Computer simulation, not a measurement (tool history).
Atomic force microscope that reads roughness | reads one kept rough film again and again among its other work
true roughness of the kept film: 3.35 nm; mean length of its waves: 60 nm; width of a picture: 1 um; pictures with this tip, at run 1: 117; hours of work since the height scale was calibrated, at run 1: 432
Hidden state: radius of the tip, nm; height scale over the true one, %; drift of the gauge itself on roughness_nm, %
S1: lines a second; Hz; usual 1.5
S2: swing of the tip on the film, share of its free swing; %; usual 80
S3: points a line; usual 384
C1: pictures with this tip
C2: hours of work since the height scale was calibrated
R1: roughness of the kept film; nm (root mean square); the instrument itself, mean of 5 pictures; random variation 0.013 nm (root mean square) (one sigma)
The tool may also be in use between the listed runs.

run,hour,S1,S2,S3,C1,C2,R1
1,0,1.5,80,384,117,432,3.075
2,8.9,1.5,80,384,136,438,3.092
# hour 16.3: new tip fitted
3,21.5,1.5,80,767,11,446,3.094
4,43.4,1.95,80,384,55,461,3.037
5,58.7,1.95,80,384,87,471,3.071
6,69.3,1.95,80,384,109,478,3.059
7,83.5,1.5,80,384,138,487,3.083
# hour 90.4: new tip fitted
8,94.5,1.85,61,339,8,495,3.164
9,104,1.85,61,339,28,501,3.179
10,114.3,1.01,70,585,49,508,3.177
11,129.5,1.01,70,473,80,518,3.155
12,140.9,1.01,70,473,104,526,3.147
13,154.9,0.51,80,384,132,535,3.149

5 ways to go on from here, each from the tool as it stands after run 13. What would each give?
# hour 163.8: new tip fitted
A,176,0.51,58,310,25,549,?
# hour 163.8: new tip fitted
B,176,1.5,70,384,25,549,?
# hour 163.8: new tip fitted
C,176,0.67,80,312,25,549,?
# hour 163.8: new tip fitted
D,176,1.54,84,595,25,549,?
# hour 163.8: new tip fitted
E,176,2.3,80,384,25,549,?

run,R1
A,3.23
B,3.145
C,3.15
D,3.054
E,3.026
Without the tool's hidden state the same runs would have given:
run,R1
A,3.231
B,3.147
C,3.151
D,3.055
E,3.027

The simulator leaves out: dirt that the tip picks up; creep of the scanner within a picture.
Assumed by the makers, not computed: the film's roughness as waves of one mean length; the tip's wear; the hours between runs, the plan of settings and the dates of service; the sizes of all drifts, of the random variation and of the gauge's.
